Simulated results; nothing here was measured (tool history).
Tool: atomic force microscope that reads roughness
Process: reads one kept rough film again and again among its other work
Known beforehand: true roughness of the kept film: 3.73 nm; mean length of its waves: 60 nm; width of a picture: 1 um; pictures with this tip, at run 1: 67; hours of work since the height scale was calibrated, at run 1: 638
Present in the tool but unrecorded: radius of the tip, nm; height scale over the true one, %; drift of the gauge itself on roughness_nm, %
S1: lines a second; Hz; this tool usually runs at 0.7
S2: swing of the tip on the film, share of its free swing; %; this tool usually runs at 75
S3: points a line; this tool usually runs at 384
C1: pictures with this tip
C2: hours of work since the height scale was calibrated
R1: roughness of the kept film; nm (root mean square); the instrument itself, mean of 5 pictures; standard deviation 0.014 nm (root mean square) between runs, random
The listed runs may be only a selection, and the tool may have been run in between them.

| run | day | S1 | S2 | S3 | C1 | C2 | R1 |
|---|---|---|---|---|---|---|---|
| 1 | 0 | 0.7 | 75 | 384 | 67 | 638 | 3.409 |
| 2 | 1.504 | 0.7 | 75 | 571 | 109 | 666 | 3.416 |
|  | 2.492 | new tip fitted |
| 3 | 2.967 | 0.7 | 75 | 571 | 13 | 693 | 3.425 |
| 4 | 5.696 | 0.7 | 75 | 571 | 89 | 743 | 3.427 |
| 5 | 7.175 | 0.7 | 64 | 571 | 130 | 771 | 3.484 |
|  | 7.338 | new tip fitted |
| 6 | 9.812 | 0.7 | 75 | 384 | 69 | 819 | 3.436 |
| 7 | 11.312 | 0.7 | 75 | 384 | 111 | 847 | 3.439 |
|  | 12.242 | new tip fitted |
| 8 | 13.167 | 0.7 | 75 | 384 | 26 | 881 | 3.441 |
| 9 | 14.729 | 2.886 | 75 | 384 | 70 | 910 | 3.052 |
| 10 | 16.329 | 2.886 | 75 | 384 | 114 | 939 | 3.053 |
|  | 17.067 | new tip fitted |
| 11 | 18.096 | 0.7 | 75 | 611 | 29 | 971 | 3.418 |
| 12 | 19.779 | 0.7 | 75 | 611 | 76 | 1003 | 3.399 |
|  | 21.95 | new tip fitted |
| 13 | 21.95 | 0.7 | 75 | 611 | 0 | 1042 | 3.424 |
| 14 | 24.575 | 0.7 | 75 | 611 | 73 | 1091 | 3.416 |
|  | 26.862 | new tip fitted |
| 15 | 27.004 | 0.7 | 75 | 611 | 4 | 1135 | 3.444 |
| 16 | 29.746 | 0.7 | 75 | 611 | 80 | 1186 | 3.457 |
|  | 31.854 | new tip fitted |
| 17 | 32.3 | 0.7 | 75 | 611 | 13 | 1233 | 3.439 |
| 18 | 35.033 | 0.768 | 62 | 881 | 89 | 1283 | 3.485 |
|  | 36.192 | height scale calibrated on a step standard |
|  | 36.833 | new tip fitted |
| 19 | 37.179 | 0.768 | 62 | 881 | 10 | 18 | 3.53 |
| 20 | 39.592 | 0.768 | 62 | 881 | 77 | 62 | 3.511 |
|  | 41.608 | new tip fitted |
| 21 | 41.842 | 0.768 | 62 | 881 | 6 | 104 | 3.515 |
| 22 | 44.592 | 0.768 | 62 | 881 | 83 | 154 | 3.487 |
|  | 46.571 | new tip fitted |
| 23 | 46.971 | 2.345 | 58 | 327 | 11 | 198 | 3.399 |
| 24 | 48.562 | 2.345 | 58 | 327 | 56 | 227 | 3.403 |
| 25 | 50.579 | 2.345 | 58 | 327 | 112 | 265 | 3.376 |
|  | 51.417 | new tip fitted |
| 26 | 52.483 | 2.345 | 58 | 327 | 29 | 300 | 3.4 |
| 27 | 54.558 | 2.345 | 58 | 327 | 87 | 338 | 3.411 |
|  | 56.354 | new tip fitted |
| 28 | 56.488 | 0.961 | 64 | 906 | 3 | 373 | 3.499 |
| 29 | 59.104 | 0.961 | 71 | 538 | 76 | 422 | 3.409 |
| 30 | 60.383 | 3.108 | 75 | 562 | 112 | 445 | 3.019 |
|  | 61.154 | new tip fitted |
| 31 | 61.871 | 3.108 | 75 | 562 | 20 | 472 | 3.009 |
| 32 | 63.858 | 3.108 | 75 | 562 | 75 | 509 | 3.01 |

Each row is a separate what-if for the run after 32, all from the same tool condition, not one after another. Results?
| A | 65.85 | 0.536 | 66 | 562 | 130 | 546 | ? |
| B | 65.85 | 2.228 | 75 | 562 | 130 | 546 | ? |
| C | 65.85 | 0.589 | 75 | 759 | 130 | 546 | ? |
| D | 65.85 | 1.07 | 68 | 271 | 130 | 546 | ? |

| run | R1 |
|---|---|
| A | 3.508 |
| B | 3.17 |
| C | 3.442 |
| D | 3.4 |
With no hidden state in the tool, these same runs would have given:
| run | R1 |
|---|---|
| A | 3.517 |
| B | 3.178 |
| C | 3.452 |
| D | 3.409 |
